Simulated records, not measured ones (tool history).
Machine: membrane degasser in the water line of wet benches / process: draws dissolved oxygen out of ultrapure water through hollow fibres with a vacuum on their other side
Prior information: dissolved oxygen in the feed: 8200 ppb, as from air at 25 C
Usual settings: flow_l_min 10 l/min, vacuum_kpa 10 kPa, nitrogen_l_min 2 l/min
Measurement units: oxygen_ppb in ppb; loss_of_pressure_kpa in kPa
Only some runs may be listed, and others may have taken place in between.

run	hour	flow_l_min	vacuum_kpa	nitrogen_l_min	oxygen_ppb	loss_of_pressure_kpa
1	0	10	10	2	97.5	63.59
2	114.6	10	10	2	95.3	64.12
3	231.5	10	10	2	95.7	63.87
4	349.8	10	23.7	2	262.6	63.87
# hour 454.1: seals of the vacuum lines changed
5	495.5	10	10	2	97	64.26
6	578	10	10	2	94.3	64.01
7	773.9	10	10	2	95.2	64.03
8	969.1	10	10	2	95	64.03
9	1143	10	10	2	94.2	64.35
10	1235.7	10	6.5	2	51.3	64.05
11	1352	10	6.5	2	53.4	64.49
12	1524.4	10	6.5	2	54.2	64.82
13	1697.9	10	6.5	2	52.2	64.49
14	1838	10	6.5	2	53.3	64.74
15	1984.7	10	6.5	2	53.2	64.13
16	2103.5	10	10	2	95.2	63.99
17	2228.7	11	6.9	2	66	71.39
18	2311.3	10	6.5	4.36	31.5	64.42
19	2408.7	8	21.3	2.36	155.4	51.46
20	2533.3	8	6.2	4.47	19.4	51.61
21	2673.9	8	6.2	4.47	20	51.55
22	2769.5	8	6.2	4.47	19.2	51.8
23	2921.8	9	6.4	4.47	25.6	58.03
24	3044.9	9	6.4	4.47	25	58.25
25	3138.4	9	6.5	4.47	26.2	58.2
26	3290.1	9	14.3	3.71	76.6	58.39
27	3402.3	9	14.3	3.71	76.1	57.87
28	3532.9	10	13	1.63	160.5	65.08
29	3684.7	13	10	2.6	110.4	84.37
30	3778	10	8.2	1.85	78.6	64.92
31	3953.4	14	8.2	1.85	125.7	90.71

Difference, measured minus no-hidden-state, one row per run. Run-to-run variation is common to both terms; the gauge's own scatter need not be:
The tool's hidden condition here consists of: membrane still open, %; true pressure behind the membrane over the reading, kPa; air that leaks in behind the membrane, l/min; drift of the gauge itself on oxygen_ppb, %; drift of the gauge itself on loss_of_pressure_kpa, %.
run	oxygen_ppb	loss_of_pressure_kpa
1	+4.2	+0.53
2	+4.1	+0.57
3	+4.3	+0.61
4	+11.3	+0.64
5	+0.9	+0.67
6	+0.9	+0.7
7	+1	+0.76
8	+1.2	+0.81
9	+1.3	+0.86
10	+1.4	+0.89
11	+1.6	+0.93
12	+1.7	+0.98
13	+1.9	+1.03
14	+1.9	+1.08
15	+2.1	+1.12
16	+2.3	+1.15
17	+2.8	+1.33
18	+1.9	+1.22
19	+1.9	+1
20	+1.2	+1.03
21	+1.2	+1.07
22	+1.2	+1.08
23	+1.7	+1.26
24	+1.8	+1.29
25	+1.8	+1.31
26	+2.3	+1.35
27	+2.4	+1.39
28	+4.1	+1.59
29	+5.2	+2.11
30	+3.7	+1.66
31	+6.9	+2.39
